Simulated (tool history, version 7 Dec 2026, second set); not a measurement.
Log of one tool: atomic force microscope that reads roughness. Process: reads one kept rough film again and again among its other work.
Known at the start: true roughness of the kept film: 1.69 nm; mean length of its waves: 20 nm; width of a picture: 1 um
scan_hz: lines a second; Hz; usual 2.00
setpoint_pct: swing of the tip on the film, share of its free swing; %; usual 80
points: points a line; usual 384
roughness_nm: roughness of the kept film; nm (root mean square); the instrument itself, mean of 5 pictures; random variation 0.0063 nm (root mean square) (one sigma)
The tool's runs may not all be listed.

run 1 hour=0.0 | scan_hz=2.00 setpoint_pct=80 points=384 | roughness_nm=1.204
run 2 hour=21.7 | scan_hz=2.00 setpoint_pct=80 points=384 | roughness_nm=1.211
run 3 hour=51.1 | scan_hz=2.00 setpoint_pct=80 points=384 | roughness_nm=1.212
run 4 hour=69.4 | scan_hz=1.02 setpoint_pct=80 points=384 | roughness_nm=1.323
run 5 hour=95.6 | scan_hz=2.00 setpoint_pct=86 points=384 | roughness_nm=1.135
run 6 hour=115.2 | scan_hz=2.00 setpoint_pct=86 points=384 | roughness_nm=1.131
run 7 hour=136.0 | scan_hz=2.00 setpoint_pct=86 points=384 | roughness_nm=1.134
-- hour=150.4 new tip fitted
run 8 hour=159.6 | scan_hz=2.00 setpoint_pct=80 points=384 | roughness_nm=1.214
run 9 hour=195.7 | scan_hz=2.00 setpoint_pct=80 points=384 | roughness_nm=1.211
run 10 hour=216.9 | scan_hz=2.00 setpoint_pct=80 points=384 | roughness_nm=1.212
run 11 hour=242.8 | scan_hz=2.00 setpoint_pct=80 points=384 | roughness_nm=1.199
run 12 hour=273.6 | scan_hz=0.63 setpoint_pct=80 points=384 | roughness_nm=1.391
run 13 hour=305.1 | scan_hz=0.63 setpoint_pct=80 points=384 | roughness_nm=1.383
run 14 hour=335.0 | scan_hz=0.63 setpoint_pct=80 points=384 | roughness_nm=1.376
-- hour=353.7 new tip fitted
run 15 hour=368.4 | scan_hz=3.57 setpoint_pct=80 points=483 | roughness_nm=1.066
run 16 hour=393.7 | scan_hz=2.00 setpoint_pct=62 points=374 | roughness_nm=1.369
run 17 hour=432.0 | scan_hz=2.00 setpoint_pct=62 points=374 | roughness_nm=1.358
run 18 hour=450.3 | scan_hz=2.00 setpoint_pct=62 points=374 | roughness_nm=1.386
run 19 hour=481.8 | scan_hz=0.61 setpoint_pct=63 points=374 | roughness_nm=1.439
run 20 hour=503.7 | scan_hz=2.00 setpoint_pct=73 points=754 | roughness_nm=1.288
run 21 hour=541.5 | scan_hz=2.00 setpoint_pct=73 points=754 | roughness_nm=1.302
-- hour=557.0 new tip fitted
run 22 hour=575.2 | scan_hz=2.00 setpoint_pct=73 points=754 | roughness_nm=1.295
run 23 hour=600.4 | scan_hz=2.00 setpoint_pct=62 points=384 | roughness_nm=1.370
run 24 hour=624.0 | scan_hz=0.91 setpoint_pct=68 points=384 | roughness_nm=1.406
run 25 hour=653.6 | scan_hz=1.35 setpoint_pct=82 points=384 | roughness_nm=1.273
run 26 hour=688.5 | scan_hz=1.00 setpoint_pct=65 points=435 | roughness_nm=1.430
run 27 hour=716.1 | scan_hz=1.14 setpoint_pct=80 points=739 | roughness_nm=1.333
run 28 hour=742.4 | scan_hz=2.00 setpoint_pct=57 points=563 | roughness_nm=1.423

Forecast each of these 3 alternatives for the next run:
-- hour=757.6 new tip fitted
run A hour=760.2 | scan_hz=0.59 setpoint_pct=56 points=619 | roughness_nm=?
-- hour=757.6 new tip fitted
run B hour=760.2 | scan_hz=2.00 setpoint_pct=74 points=270 | roughness_nm=?
-- hour=757.6 new tip fitted
run C hour=760.2 | scan_hz=0.97 setpoint_pct=56 points=516 | roughness_nm=?

run=A roughness_nm=1.471
run=B roughness_nm=1.256
run=C roughness_nm=1.459
Without the tool's hidden state the same runs would have given:
run=A roughness_nm=1.471
run=B roughness_nm=1.256
run=C roughness_nm=1.459
